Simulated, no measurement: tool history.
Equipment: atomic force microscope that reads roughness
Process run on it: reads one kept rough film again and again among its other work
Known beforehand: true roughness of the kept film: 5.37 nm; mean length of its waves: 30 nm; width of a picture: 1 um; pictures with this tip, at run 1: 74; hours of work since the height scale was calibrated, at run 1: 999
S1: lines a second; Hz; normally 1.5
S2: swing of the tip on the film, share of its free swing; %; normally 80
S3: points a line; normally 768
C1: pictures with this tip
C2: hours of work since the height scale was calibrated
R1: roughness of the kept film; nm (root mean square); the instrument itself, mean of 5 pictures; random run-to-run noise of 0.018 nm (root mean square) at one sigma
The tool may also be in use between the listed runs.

run	day	S1	S2	S3	C1	C2	R1
1	0	1.5	80	768	74	999	3.981
2	1.538	1.5	80	768	109	1017	3.829
3	3.471	1.5	79	768	155	1039	3.662
4	4.825	1.5	80	768	186	1055	3.519
5	6.017	1.5	80	768	214	1068	3.418
6	7.504	1.5	80	768	249	1085	3.304
7	8.771	1.5	77	768	279	1100	3.255
8	10.025	1.5	77	768	308	1114	3.187
# day 11.562: new tip fitted
9	11.65	1.5	77	768	2	1133	4.301
10	13.742	1.5	77	768	51	1157	4.099
11	15.112	1.5	56	768	83	1172	4.091
12	17.271	1.5	56	768	134	1197	3.901
13	18.433	1.5	56	768	161	1211	3.775
14	19.629	1.5	55	768	189	1224	3.679
15	20.896	1.5	55	768	218	1239	3.572
16	22.017	1.5	55	768	244	1252	3.486
17	24.054	1.5	80	768	292	1275	3.143
18	25.725	1.5	74	768	331	1294	3.124
# day 26.296: new tip fitted
19	27.242	1.5	74	768	22	1311	4.235
20	28.529	1.5	74	768	52	1326	4.078
21	29.512	3.63	60	764	75	1337	3.957
22	30.462	1.5	76	768	97	1348	3.858
23	31.588	0.85	74	342	124	1361	3.832

Run 24 comes next. What will it give?
24	33.1	2.55	80	768	159	1379	?

Run 24 produced R1 3.385 nm (root mean square).
Minus the tool's unlogged condition, the same run would have read R1 4.08 nm (root mean square).
